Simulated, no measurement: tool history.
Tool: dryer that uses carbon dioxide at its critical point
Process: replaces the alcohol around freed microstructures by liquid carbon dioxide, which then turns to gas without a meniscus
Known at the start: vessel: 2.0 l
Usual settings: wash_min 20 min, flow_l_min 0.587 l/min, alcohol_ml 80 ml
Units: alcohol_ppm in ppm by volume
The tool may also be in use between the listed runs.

run,hour,wash_min,flow_l_min,alcohol_ml,alcohol_ppm
1,0,20,0.587,80,817
2,41.9,20,0.587,26,352
3,84.2,20,0.587,61,728
4,111.6,20,0.587,61,738
# hour 116.1: inlet filter changed
5,141.9,15,0.587,80,1330
6,188.7,15,0.587,80,1394
7,230.8,15,0.587,80,1479
# hour 273.7: purifier's bed changed
8,290.2,20,0.587,21,127
9,325.9,20,0.866,80,81
10,359.1,20,0.841,80,80
11,416.3,22,0.587,80,360
12,451.9,22,0.374,80,1999
13,495.7,22,0.374,80,2062
14,525.1,15,0.587,80,1775
15,583,20,0.401,80,2400
16,619.9,20,0.401,80,2421
17,672.9,20,0.401,80,2564
18,722.5,20,0.401,80,2631
19,766.5,20,0.587,78,814
20,794.9,20,0.587,78,847
21,839.3,20,0.587,78,848
# hour 854.5: inlet filter changed
22,870.7,20,0.587,78,405
23,905,20,0.587,78,426
24,962.7,12,0.421,78,5481
25,1016.9,19,0.891,30,85
26,1075.5,20,0.587,112,727
27,1116.3,20,0.587,112,778
28,1171.7,15,0.587,37,778
29,1222.8,15,0.587,37,826
30,1279.1,15,0.468,57,2284
31,1316.4,20,0.723,98,370
32,1356.3,12,0.784,35,728
33,1407.1,12,0.784,35,766
34,1447.8,12,0.784,35,782
35,1508.9,13,0.546,35,1649
36,1553.4,21,0.536,26,406
# hour 1589.3: inlet filter changed
37,1594.5,12,0.536,38,1584
38,1619.3,31,0.431,22,164
39,1646.7,31,0.431,22,170
40,1686.1,31,0.442,80,307
41,1726,26,0.842,41,124
42,1753.7,17,0.353,80,4143
43,1800.9,20,0.605,53,392
# hour 1838.4: purifier's bed changed
44,1851.6,17,0.605,53,570
45,1893.6,17,0.527,27,507
46,1939.2,22,0.453,98,1267

The same runs without the tool's hidden state, with the same run-to-run variation:
The hidden state here: flow that reaches the vessel past the clogged filter, %; alcohol in the recycled carbon dioxide, ppm; drift of the gauge itself on alcohol_ppm, %.
run,alcohol_ppm
1,367
2,119
3,293
4,284
5,1165
6,1174
7,1203
8,101
9,56
10,47
11,233
12,1497
13,1491
14,1220
15,1629
16,1598
17,1624
18,1600
19,367
20,372
21,352
22,352
23,354
24,5153
25,22
26,520
27,535
28,550
29,561
30,1686
31,162
32,417
33,421
34,418
35,1026
36,153
37,1450
38,56
39,57
40,166
41,7
42,3620
43,206
44,435
45,383
46,890

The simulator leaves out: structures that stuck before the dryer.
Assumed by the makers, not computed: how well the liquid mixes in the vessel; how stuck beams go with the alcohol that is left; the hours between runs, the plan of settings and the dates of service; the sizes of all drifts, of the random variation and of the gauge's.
